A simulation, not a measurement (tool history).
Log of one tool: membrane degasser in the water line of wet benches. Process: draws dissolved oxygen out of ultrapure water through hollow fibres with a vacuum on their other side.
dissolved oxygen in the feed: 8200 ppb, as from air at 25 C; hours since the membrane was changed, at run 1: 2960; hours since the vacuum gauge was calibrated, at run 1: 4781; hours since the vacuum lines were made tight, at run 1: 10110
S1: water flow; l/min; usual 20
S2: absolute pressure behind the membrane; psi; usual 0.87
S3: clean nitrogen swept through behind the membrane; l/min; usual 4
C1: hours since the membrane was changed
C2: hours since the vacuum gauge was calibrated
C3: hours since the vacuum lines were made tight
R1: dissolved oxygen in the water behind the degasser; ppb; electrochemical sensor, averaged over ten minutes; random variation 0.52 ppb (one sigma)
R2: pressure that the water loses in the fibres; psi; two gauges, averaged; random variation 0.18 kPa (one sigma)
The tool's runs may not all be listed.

run 1 hour=0 | S1=20 S2=0.87 S3=4 | C1=2960 C2=4781 C3=10110 | R1=46.3 R2=5.101
run 2 hour=183.9 | S1=20 S2=0.87 S3=4 | C1=3144 C2=4965 C3=10294 | R1=47.6 R2=5.127
run 3 hour=405.5 | S1=13 S2=0.87 S3=4 | C1=3366 C2=5187 C3=10516 | R1=28.8 R2=3.304
run 4 hour=662.2 | S1=13 S2=0.87 S3=4 | C1=3622 C2=5444 C3=10773 | R1=29.3 R2=3.321
run 5 hour=925.2 | S1=13 S2=0.87 S3=4 | C1=3885 C2=5707 C3=11036 | R1=29.1 R2=3.403
run 6 hour=1144.2 | S1=13 S2=0.87 S3=4 | C1=4104 C2=5926 C3=11255 | R1=29.9 R2=3.314
run 7 hour=1383 | S1=13 S2=0.87 S3=2.27 | C1=4343 C2=6164 C3=11493 | R1=49.2 R2=3.371
run 8 hour=1577.6 | S1=20 S2=0.87 S3=4 | C1=4538 C2=6359 C3=11688 | R1=49.4 R2=5.158
run 9 hour=1770 | S1=20 S2=0.87 S3=4 | C1=4730 C2=6551 C3=11880 | R1=49.8 R2=5.159
run 10 hour=2032.9 | S1=20 S2=0.87 S3=4 | C1=4993 C2=6814 C3=12143 | R1=50.2 R2=5.207
run 11 hour=2165 | S1=20 S2=0.87 S3=4 | C1=5125 C2=6946 C3=12275 | R1=49.9 R2=5.194
run 12 hour=2426.9 | S1=15 S2=0.87 S3=1.71 | C1=5387 C2=7208 C3=12537 | R1=73.7 R2=3.887
-- hour=2523.3 seals of the vacuum lines changed
run 13 hour=2558.2 | S1=15 S2=0.87 S3=1.71 | C1=5516 C2=7338 C3=35 | R1=70.9 R2=3.915
run 14 hour=2831.2 | S1=19 S2=1.284 S3=7.17 | C1=5789 C2=7611 C3=308 | R1=48.4 R2=4.934
run 15 hour=3084.1 | S1=19 S2=1.284 S3=7.17 | C1=6042 C2=7863 C3=561 | R1=49.5 R2=4.981
run 16 hour=3336.4 | S1=16 S2=0.87 S3=5.58 | C1=6295 C2=8116 C3=813 | R1=29.1 R2=4.157
run 17 hour=3540.7 | S1=16 S2=0.87 S3=5.58 | C1=6499 C2=8320 C3=1017 | R1=29.5 R2=4.206
run 18 hour=3767.9 | S1=16 S2=0.87 S3=5.58 | C1=6726 C2=8547 C3=1245 | R1=30 R2=4.199
-- hour=4046.4 vacuum gauge calibrated
run 19 hour=4046.8 | S1=15 S2=2.157 S3=4 | C1=7004 C2=0 C3=1523 | R1=111.3 R2=3.951
run 20 hour=4229.2 | S1=20 S2=1.719 S3=4.07 | C1=7187 C2=183 C3=1705 | R1=115.4 R2=5.31

Measured less the same run without the tool's hidden state. The same run-to-run variation is in both; the gauge's scatter may not be:
The hidden state here: membrane still open, %; true pressure behind the membrane over the reading, kPa; air that leaks in behind the membrane, l/min; drift of the gauge itself on oxygen_ppb, %; drift of the gauge itself on loss_of_pressure_kpa, %.
run=1 R1=+5.1 R2=+0.094
run=2 R1=+5.3 R2=+0.102
run=3 R1=+3.9 R2=+0.071
run=4 R1=+4 R2=+0.075
run=5 R1=+4.3 R2=+0.084
run=6 R1=+4.6 R2=+0.087
run=7 R1=+7.4 R2=+0.093
run=8 R1=+7.2 R2=+0.149
run=9 R1=+7.3 R2=+0.158
run=10 R1=+7.7 R2=+0.167
run=11 R1=+7.9 R2=+0.173
run=12 R1=+11.9 R2=+0.136
run=13 R1=+8.7 R2=+0.141
run=14 R1=+4.6 R2=+0.187
run=15 R1=+4.9 R2=+0.196
run=16 R1=+4.6 R2=+0.173
run=17 R1=+4.8 R2=+0.18
run=18 R1=+5 R2=+0.184
run=19 R1=+2.7 R2=+0.183
run=20 R1=+4.1 R2=+0.249
